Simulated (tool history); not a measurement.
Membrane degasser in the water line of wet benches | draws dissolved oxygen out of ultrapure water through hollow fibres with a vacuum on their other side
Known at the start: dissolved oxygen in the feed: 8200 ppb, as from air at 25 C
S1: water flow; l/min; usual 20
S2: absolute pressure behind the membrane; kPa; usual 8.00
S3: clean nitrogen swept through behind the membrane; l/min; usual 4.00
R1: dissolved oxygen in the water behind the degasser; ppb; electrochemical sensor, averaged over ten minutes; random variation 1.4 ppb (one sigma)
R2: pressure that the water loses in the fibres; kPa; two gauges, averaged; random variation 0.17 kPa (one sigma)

run	day	S1	S2	S3	R1	R2
1	0.000	20	8.00	4.00	142.5	28.16
2	6.275	21	8.00	4.00	152.6	29.68
3	10.654	21	8.00	4.00	152.3	30.20
4	15.379	21	8.00	4.00	155.5	29.78
5	20.288	21	8.00	3.78	157.7	29.68
6	25.896	21	8.00	3.78	159.8	30.13
7	31.242	18	8.00	4.00	118.5	25.39
8	35.946	18	8.00	4.00	120.0	25.82
9	40.138	18	8.00	4.00	119.3	25.95
10	44.617	18	8.00	4.00	118.7	25.58
11	48.167	18	8.00	4.00	118.2	25.62
12	53.621	18	8.00	4.00	119.9	25.67
13	58.479	20	12.38	4.00	193.2	28.52
14	63.300	16	8.00	4.00	96.5	22.95
15	69.204	25	8.00	4.00	213.9	35.55
16	72.588	25	8.00	4.00	211.4	35.47
17	76.462	24	7.03	10.90	152.9	34.51
18	79.312	20	19.20	4.00	274.6	28.53
19	84.842	12	8.00	1.82	99.4	17.05
20	88.017	24	9.09	2.88	245.9	34.26
21	93.338	24	9.09	2.88	245.4	34.44
22	98.679	12	10.42	2.58	104.6	17.19
23	104.983	12	10.42	2.58	105.6	17.44
24	109.479	12	10.42	2.58	103.2	17.23
25	113.921	20	7.92	4.00	141.7	28.49
26	116.604	20	8.15	8.57	118.1	28.76
27	120.875	29	8.00	9.74	228.5	41.90
28	125.108	24	18.69	1.77	588.9	34.35
# day 128.508: vacuum gauge calibrated
29	131.229	20	14.60	4.00	222.1	28.73
30	135.733	20	14.60	2.00	348.0	29.06
31	141.704	22	8.00	6.63	149.0	31.71
32	145.375	22	8.00	6.63	149.9	31.59

3 ways to go on from here, each from the tool as it stands after run 32. What would each give?
A	150.067	28	6.17	7.17	?	?
B	150.067	20	13.46	3.88	?	?
C	150.067	17	8.00	4.00	?	?

run	R1	R2
A	215.1	40.29
B	216.3	28.81
C	110.7	24.25
Without the tool's hidden state the same runs would have given:
run	R1	R2
A	187.9	38.70
B	200.2	27.67
C	98.9	23.28
